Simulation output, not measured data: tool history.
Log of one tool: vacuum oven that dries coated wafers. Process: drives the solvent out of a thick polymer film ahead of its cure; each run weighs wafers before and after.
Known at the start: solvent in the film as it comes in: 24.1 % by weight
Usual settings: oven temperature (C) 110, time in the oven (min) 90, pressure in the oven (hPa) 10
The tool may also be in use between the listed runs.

run 1 hour=0 | oven_temperature_(C)=110 time_in_the_oven_(min)=90 pressure_in_the_oven_(hPa)=10 | solvent_left_in_the_film_(%)=3.54
run 2 hour=50.6 | oven_temperature_(C)=101 time_in_the_oven_(min)=90 pressure_in_the_oven_(hPa)=10 | solvent_left_in_the_film_(%)=6.69
run 3 hour=106 | oven_temperature_(C)=101 time_in_the_oven_(min)=90 pressure_in_the_oven_(hPa)=21.5 | solvent_left_in_the_film_(%)=6.92
run 4 hour=168.5 | oven_temperature_(C)=110 time_in_the_oven_(min)=90 pressure_in_the_oven_(hPa)=13.1 | solvent_left_in_the_film_(%)=3.48
run 5 hour=229.9 | oven_temperature_(C)=110 time_in_the_oven_(min)=90 pressure_in_the_oven_(hPa)=13.1 | solvent_left_in_the_film_(%)=3.48
run 6 hour=297.9 | oven_temperature_(C)=106 time_in_the_oven_(min)=90 pressure_in_the_oven_(hPa)=10 | solvent_left_in_the_film_(%)=4.61
run 7 hour=366.4 | oven_temperature_(C)=106 time_in_the_oven_(min)=90 pressure_in_the_oven_(hPa)=21.9 | solvent_left_in_the_film_(%)=5.11
run 8 hour=403.2 | oven_temperature_(C)=106 time_in_the_oven_(min)=93 pressure_in_the_oven_(hPa)=21.9 | solvent_left_in_the_film_(%)=4.72
run 9 hour=449.9 | oven_temperature_(C)=106 time_in_the_oven_(min)=93 pressure_in_the_oven_(hPa)=21.9 | solvent_left_in_the_film_(%)=4.79
run 10 hour=499.4 | oven_temperature_(C)=106 time_in_the_oven_(min)=93 pressure_in_the_oven_(hPa)=21.9 | solvent_left_in_the_film_(%)=4.7
run 11 hour=546.7 | oven_temperature_(C)=106 time_in_the_oven_(min)=93 pressure_in_the_oven_(hPa)=21.9 | solvent_left_in_the_film_(%)=4.7
run 12 hour=615.1 | oven_temperature_(C)=106 time_in_the_oven_(min)=93 pressure_in_the_oven_(hPa)=21.9 | solvent_left_in_the_film_(%)=4.67
run 13 hour=693 | oven_temperature_(C)=106 time_in_the_oven_(min)=93 pressure_in_the_oven_(hPa)=21.9 | solvent_left_in_the_film_(%)=4.76
run 14 hour=746.2 | oven_temperature_(C)=110 time_in_the_oven_(min)=90 pressure_in_the_oven_(hPa)=10 | solvent_left_in_the_film_(%)=3.22
run 15 hour=786.2 | oven_temperature_(C)=110 time_in_the_oven_(min)=90 pressure_in_the_oven_(hPa)=10 | solvent_left_in_the_film_(%)=3.2
-- hour=795 oven's thermocouples calibrated
run 16 hour=858.3 | oven_temperature_(C)=110 time_in_the_oven_(min)=90 pressure_in_the_oven_(hPa)=10 | solvent_left_in_the_film_(%)=2.92
run 17 hour=893.5 | oven_temperature_(C)=110 time_in_the_oven_(min)=90 pressure_in_the_oven_(hPa)=10 | solvent_left_in_the_film_(%)=2.92
run 18 hour=952.8 | oven_temperature_(C)=120 time_in_the_oven_(min)=53 pressure_in_the_oven_(hPa)=10 | solvent_left_in_the_film_(%)=2.88
run 19 hour=992.1 | oven_temperature_(C)=110 time_in_the_oven_(min)=90 pressure_in_the_oven_(hPa)=15.3 | solvent_left_in_the_film_(%)=2.98
run 20 hour=1032.8 | oven_temperature_(C)=117 time_in_the_oven_(min)=50 pressure_in_the_oven_(hPa)=25.5 | solvent_left_in_the_film_(%)=4.25
run 21 hour=1095.2 | oven_temperature_(C)=100 time_in_the_oven_(min)=71 pressure_in_the_oven_(hPa)=5.1 | solvent_left_in_the_film_(%)=7.83
-- hour=1108.7 oven's thermocouples calibrated, once more
run 22 hour=1147.8 | oven_temperature_(C)=108 time_in_the_oven_(min)=71 pressure_in_the_oven_(hPa)=5.1 | solvent_left_in_the_film_(%)=5.66
run 23 hour=1210.8 | oven_temperature_(C)=122 time_in_the_oven_(min)=113 pressure_in_the_oven_(hPa)=28 | solvent_left_in_the_film_(%)=1.08
run 24 hour=1246.6 | oven_temperature_(C)=120 time_in_the_oven_(min)=83 pressure_in_the_oven_(hPa)=21.8 | solvent_left_in_the_film_(%)=1.84
run 25 hour=1316.4 | oven_temperature_(C)=120 time_in_the_oven_(min)=83 pressure_in_the_oven_(hPa)=21.8 | solvent_left_in_the_film_(%)=1.78
run 26 hour=1373.2 | oven_temperature_(C)=120 time_in_the_oven_(min)=51 pressure_in_the_oven_(hPa)=32.8 | solvent_left_in_the_film_(%)=4.33
run 27 hour=1441.9 | oven_temperature_(C)=107 time_in_the_oven_(min)=51 pressure_in_the_oven_(hPa)=32.8 | solvent_left_in_the_film_(%)=9.08
run 28 hour=1474.7 | oven_temperature_(C)=110 time_in_the_oven_(min)=90 pressure_in_the_oven_(hPa)=6.2 | solvent_left_in_the_film_(%)=3.35
run 29 hour=1521 | oven_temperature_(C)=110 time_in_the_oven_(min)=90 pressure_in_the_oven_(hPa)=6.2 | solvent_left_in_the_film_(%)=3.39
run 30 hour=1583.3 | oven_temperature_(C)=110 time_in_the_oven_(min)=90 pressure_in_the_oven_(hPa)=6.2 | solvent_left_in_the_film_(%)=3.25
-- hour=1590.1 vacuum gauge cleaned of residue and calibrated
run 31 hour=1649.2 | oven_temperature_(C)=122 time_in_the_oven_(min)=90 pressure_in_the_oven_(hPa)=6.2 | solvent_left_in_the_film_(%)=0.81
run 32 hour=1714 | oven_temperature_(C)=122 time_in_the_oven_(min)=90 pressure_in_the_oven_(hPa)=17.9 | solvent_left_in_the_film_(%)=1.08
run 33 hour=1760.4 | oven_temperature_(C)=122 time_in_the_oven_(min)=90 pressure_in_the_oven_(hPa)=17.9 | solvent_left_in_the_film_(%)=0.96
run 34 hour=1821.8 | oven_temperature_(C)=110 time_in_the_oven_(min)=66 pressure_in_the_oven_(hPa)=15.1 | solvent_left_in_the_film_(%)=5.17

Forecast each of these 4 alternatives for the next run:
run A hour=1879.2 | oven_temperature_(C)=104 time_in_the_oven_(min)=90 pressure_in_the_oven_(hPa)=25.4 | solvent_left_in_the_film_(%)=?
run B hour=1879.2 | oven_temperature_(C)=120 time_in_the_oven_(min)=47 pressure_in_the_oven_(hPa)=9.7 | solvent_left_in_the_film_(%)=?
run C hour=1879.2 | oven_temperature_(C)=104 time_in_the_oven_(min)=142 pressure_in_the_oven_(hPa)=15.1 | solvent_left_in_the_film_(%)=?
run D hour=1879.2 | oven_temperature_(C)=110 time_in_the_oven_(min)=90 pressure_in_the_oven_(hPa)=7.3 | solvent_left_in_the_film_(%)=?

run=A solvent_left_in_the_film_(%)=5.61
run=B solvent_left_in_the_film_(%)=3.93
run=C solvent_left_in_the_film_(%)=2.64
run=D solvent_left_in_the_film_(%)=3.03
Without the tool's hidden state the same runs would have given:
run=A solvent_left_in_the_film_(%)=5.83
run=B solvent_left_in_the_film_(%)=4.11
run=C solvent_left_in_the_film_(%)=2.78
run=D solvent_left_in_the_film_(%)=3.19

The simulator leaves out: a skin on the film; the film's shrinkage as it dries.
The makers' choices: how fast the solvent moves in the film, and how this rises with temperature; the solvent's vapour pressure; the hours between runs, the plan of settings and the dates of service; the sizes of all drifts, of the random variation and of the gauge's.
